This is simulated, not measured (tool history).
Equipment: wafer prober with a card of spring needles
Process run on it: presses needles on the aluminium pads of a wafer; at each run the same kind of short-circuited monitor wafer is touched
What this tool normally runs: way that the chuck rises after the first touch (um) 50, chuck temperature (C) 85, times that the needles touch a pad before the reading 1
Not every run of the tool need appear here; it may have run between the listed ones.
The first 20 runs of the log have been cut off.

run,hour,way that the chuck rises after the first touch (um),chuck temperature (C),times that the needles touch a pad before the reading,touches since the tips were cleaned,cleanings since the card got new needles,touches since the first contact's height was set,resistance of one needle with its contact and lead (mohm),way that a needle slides on the pad (um)
# hour 526.8: tips cleaned on abrasive film
# hour 537.5: tips cleaned on abrasive film
# hour 547.4: tips cleaned on abrasive film
# hour 557.5: tips cleaned on abrasive film
21,560.1,33,52,2,710,122,44746,299,7.09
# hour 566.3: tips cleaned on abrasive film
# hour 577.1: tips cleaned on abrasive film
22,577.8,34,72,1,189,124,49519,305,7.33
# hour 586.3: tips cleaned on abrasive film
# hour 595: tips cleaned on abrasive film
# hour 605.2: tips cleaned on abrasive film
23,606.2,34,30,1,275,127,57200,290,7.3
# hour 614.4: tips cleaned on abrasive film
# hour 624.7: tips cleaned on abrasive film
24,630.4,34,42,1,1546,129,63734,289,7.3
# hour 634.8: tips cleaned on abrasive film
# hour 645.3: tips cleaned on abrasive film
25,653.4,62,29,2,2225,131,69984,268,13.53
# hour 655.7: tips cleaned on abrasive film
# hour 666.4: tips cleaned on abrasive film
# hour 676.8: tips cleaned on abrasive film
26,685.3,62,29,1,2324,134,78606,269,13.54
# hour 687.6: tips cleaned on abrasive film
# hour 696.7: tips cleaned on abrasive film
# hour 705.4: tips cleaned on abrasive film
27,712.3,44,39,1,1887,137,85888,285,9.6
# hour 714.6: tips cleaned on abrasive film
# hour 724.3: tips cleaned on abrasive film
# hour 734.6: tips cleaned on abrasive film
28,737.3,45,59,1,735,140,92634,287,9.88
# hour 743.9: tips cleaned on abrasive film
# hour 754.1: tips cleaned on abrasive film
29,756.1,50,96,1,563,142,97719,295,10.98
# hour 764.4: tips cleaned on abrasive film
# hour 773.7: tips cleaned on abrasive film
30,773.7,51,96,2,0,144,102456,295,11.18

Forecast each of these 3 alternatives for the next run:
# hour 784.1: tips cleaned on abrasive film
A,791.8,66,66,3,2110,145,107380,?,?
# hour 784.1: tips cleaned on abrasive film
B,791.8,32,85,2,2110,145,107380,?,?
# hour 784.1: tips cleaned on abrasive film
C,791.8,40,71,2,2110,145,107380,?,?

run,resistance of one needle with its contact and lead (mohm),way that a needle slides on the pad (um)
A,282,14.4
B,312,6.93
C,293,8.72
The same runs, with their run-to-run variation unchanged, on a tool lacking any hidden condition would have given:
run,resistance of one needle with its contact and lead (mohm),way that a needle slides on the pad (um)
A,282,14
B,311,6.73
C,293,8.48

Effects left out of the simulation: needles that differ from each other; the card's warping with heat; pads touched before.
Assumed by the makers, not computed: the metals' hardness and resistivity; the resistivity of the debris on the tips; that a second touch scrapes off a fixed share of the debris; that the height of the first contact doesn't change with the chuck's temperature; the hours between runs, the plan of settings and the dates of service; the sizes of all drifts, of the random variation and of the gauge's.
